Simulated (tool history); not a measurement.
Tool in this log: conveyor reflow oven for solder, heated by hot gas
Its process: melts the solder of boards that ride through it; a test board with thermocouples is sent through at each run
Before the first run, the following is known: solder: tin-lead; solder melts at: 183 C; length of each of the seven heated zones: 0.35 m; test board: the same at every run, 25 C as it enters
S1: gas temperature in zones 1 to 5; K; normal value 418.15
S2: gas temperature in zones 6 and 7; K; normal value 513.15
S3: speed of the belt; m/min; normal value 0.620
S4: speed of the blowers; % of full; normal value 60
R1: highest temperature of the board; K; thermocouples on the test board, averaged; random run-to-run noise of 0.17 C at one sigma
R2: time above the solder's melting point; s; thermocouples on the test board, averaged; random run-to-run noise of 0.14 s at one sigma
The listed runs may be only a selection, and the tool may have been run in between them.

Run 1, hour 0.0: usual settings. Result: R1 490.65 K, R2 52.1 s.
Run 2, hour 12.2: usual settings. Result: R1 490.15 K, R2 52.1 s.
Run 3, hour 18.7: usual settings. Result: R1 490.35 K, R2 52.3 s.
Run 4, hour 30.0: usual settings. Result: R1 490.25 K, R2 52.3 s.
Run 5, hour 42.2: usual settings but S4 82 % of full. Result: R1 496.35 K, R2 56.9 s.
Run 6, hour 56.6: usual settings. Result: R1 490.35 K, R2 52.1 s.
Run 7, hour 69.4: usual settings but S3 0.571 m/min. Result: R1 493.15 K, R2 59.5 s.
Run 8, hour 77.1: usual settings but S3 0.571 m/min. Result: R1 493.05 K, R2 59.3 s.
Run 9, hour 90.4: usual settings. Result: R1 489.95 K, R2 52.3 s.
Run 10, hour 101.7: usual settings. Result: R1 490.35 K, R2 52.2 s.
Run 11, hour 108.9: usual settings. Result: R1 489.85 K, R2 52.3 s.
Run 12, hour 122.2: usual settings but S1 404.15 K, S2 512.15 K, S3 0.544 m/min, S4 61 % of full. Result: R1 491.65 K, R2 56.1 s.
Run 13, hour 131.7: usual settings but S1 408.15 K, S2 520.15 K. Result: R1 493.15 K, R2 51.1 s.
Run 14, hour 142.3: usual settings but S1 408.15 K, S2 520.15 K, S3 0.651 m/min. Result: R1 490.95 K, R2 47.3 s.
Run 15, hour 152.1: usual settings but S2 519.15 K, S4 89 % of full. Result: R1 502.85 K, R2 60.6 s.
Run 16, hour 158.6: usual settings but S1 419.15 K, S2 516.15 K, S3 0.567 m/min, S4 52 % of full. Result: R1 492.65 K, R2 59.8 s.
Run 17, hour 172.0: usual settings but S1 431.15 K, S2 509.15 K, S3 0.585 m/min. Result: R1 491.25 K, R2 62.2 s.
At hour 184.5: flux residue cleaned out of gas plates and filters.
Run 18, hour 191.9: usual settings but S1 431.15 K, S2 509.15 K, S3 0.585 m/min. Result: R1 492.85 K, R2 63.4 s.
Run 19, hour 203.6: usual settings but S1 431.15 K, S2 509.15 K, S3 0.585 m/min. Result: R1 492.55 K, R2 63.3 s.
Run 20, hour 217.8: usual settings but S1 431.15 K, S2 509.15 K, S3 0.585 m/min. Result: R1 492.65 K, R2 63.5 s.
Run 21, hour 227.4: usual settings but S1 412.15 K, S2 515.15 K, S3 0.564 m/min, S4 88 % of full. Result: R1 502.45 K, R2 64.8 s.
Run 22, hour 237.0: usual settings but S1 412.15 K, S2 515.15 K, S3 0.564 m/min, S4 88 % of full. Result: R1 502.45 K, R2 64.6 s.

Results per run with the tool's hidden condition removed, run-to-run variation unchanged:
Hidden conditions of the tool in this case: heat that the gas passes to the board, % of a clean oven's; belt's true speed, % of the reading; true gas temperature in zones 6 and 7 over the reading, C; drift of the gauge itself on peak_c, C; drift of the gauge itself on liquid_s, %.
run      R1    R2
  1  492.45  53.3
  2  492.05  53.3
  3  492.35  53.5
  4  492.15  53.5
  5  498.55  57.9
  6  492.45  53.4
  7  495.25  60.6
  8  495.05  60.5
  9  492.15  53.7
 10  492.55  53.6
 11  492.15  53.7
 12  494.05  57.7
 13  495.75  52.5
 14  493.65  48.9
 15  505.65  61.4
 16  494.85  61.1
 17  493.45  63.3
 18  493.75  63.4
 19  493.45  63.3
 20  493.55  63.5
 21  503.55  64.7
 22  503.65  64.6

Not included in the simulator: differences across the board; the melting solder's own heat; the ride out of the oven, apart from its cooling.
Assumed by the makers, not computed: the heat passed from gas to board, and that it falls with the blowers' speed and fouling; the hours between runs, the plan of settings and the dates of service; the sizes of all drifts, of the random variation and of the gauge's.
